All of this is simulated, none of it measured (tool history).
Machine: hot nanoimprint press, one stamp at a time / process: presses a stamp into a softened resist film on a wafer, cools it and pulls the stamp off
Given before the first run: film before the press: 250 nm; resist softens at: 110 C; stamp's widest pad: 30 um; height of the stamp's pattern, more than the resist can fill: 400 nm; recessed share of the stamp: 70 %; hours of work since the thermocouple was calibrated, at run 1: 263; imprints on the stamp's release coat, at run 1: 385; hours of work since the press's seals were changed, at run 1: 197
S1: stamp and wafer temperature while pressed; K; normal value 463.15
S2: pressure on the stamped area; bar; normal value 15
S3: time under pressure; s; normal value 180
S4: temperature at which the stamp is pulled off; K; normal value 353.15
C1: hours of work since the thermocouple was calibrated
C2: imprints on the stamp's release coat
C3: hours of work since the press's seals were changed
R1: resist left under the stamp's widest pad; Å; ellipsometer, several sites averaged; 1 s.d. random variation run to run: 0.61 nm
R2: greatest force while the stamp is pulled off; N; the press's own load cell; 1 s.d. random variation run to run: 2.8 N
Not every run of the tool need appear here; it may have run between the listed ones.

run   hour      S1    S2   S3      S4   C1    C2   C3    R1   R2
  1      0  463.15    15  180  353.15  263   385  197  1050  139
  2   14.7  463.15    15  180  353.15  273   450  207  1041  136
  3   23.1  463.15    15  279  353.15  278   488  212   904  140
  4   41.3  463.15    15  180  338.15  290   569  224  1052  145
  5   58.2  463.15    15  180  338.15  300   644  234  1044  155
  6   73.1  463.15    15  180  353.15  310   710  244  1037  141
  7   81.8  463.15    15  180  353.15  315   749  249  1033  150
  8   90.9  463.15    15  180  360.15  321   789  255  1030  136
  9  109.3  463.15    15  180  360.15  333   871  267  1038  138
 10  119.9  463.15    15  180  360.15  340   918  274  1034  138
 11  133.5  463.15    15  180  360.15  348   979  282  1027  136
 12  142.4  464.15    15  180  353.15  354  1018  288  1000  150
 13  155.3  464.15    15  180  353.15  362  1076  296   982  153
 14  169.7  464.15    15  180  353.15  371  1140  305   985  146
 15  179.4  464.15    15  180  353.15  377  1183  311   994  154
 16    196  455.15  13.4  180  347.15  388  1257  322  1501  158
 17  212.4  463.15    15  116  353.15  398  1329  332  1202  153
 18  227.6  456.15  21.9  350  346.15  408  1397  342   899  159
 19  235.3  456.15  21.9  350  346.15  413  1431  347   896  165
 20  246.9  456.15  21.9  350  346.15  420  1483  354   895  168
     258.2  -- stamp cleaned and given a new release coat
 21    266  469.15    23  160  352.15  429    35  363   661  128
 22  279.7  459.15  10.6  160  352.15  437    96  371  1467  131
 23  289.2  459.15  10.6  225  355.15  443   138  377  1325  126
     296.3  -- plate thermocouple calibrated
 24  308.7  464.15   9.5  167  351.15    8   212  388  1359  136
 25  321.6  453.15  11.9  137  351.15   16   269  396  1899  135
 26  337.3  453.15  11.9  137  351.15   26   339  406  1878  138
 27  345.2  469.15  12.8  152  358.15   31   374  411  1004  131
 28  359.9  469.15  12.8  152  358.15   40   439  420   999  137
 29  370.8  470.15  13.3  102  339.15   47   488  427  1091  155

3 options for the next run, each taken on its own from the tool as it stands now. Forecast them:
  A  383.1  470.15  16.2  165  340.15  55  543  435   ?   ?
  B  383.1  475.15    15  180  353.15  55  543  435   ?   ?
  C  383.1  472.15  21.7  294  353.15  55  543  435   ?   ?

run   R1   R2
  A  818  150
  B  678  140
  C  514  140
Had the tool no hidden state, the same runs would have come out as:
run   R1   R2
  A  815  139
  B  676  129
  C  510  129

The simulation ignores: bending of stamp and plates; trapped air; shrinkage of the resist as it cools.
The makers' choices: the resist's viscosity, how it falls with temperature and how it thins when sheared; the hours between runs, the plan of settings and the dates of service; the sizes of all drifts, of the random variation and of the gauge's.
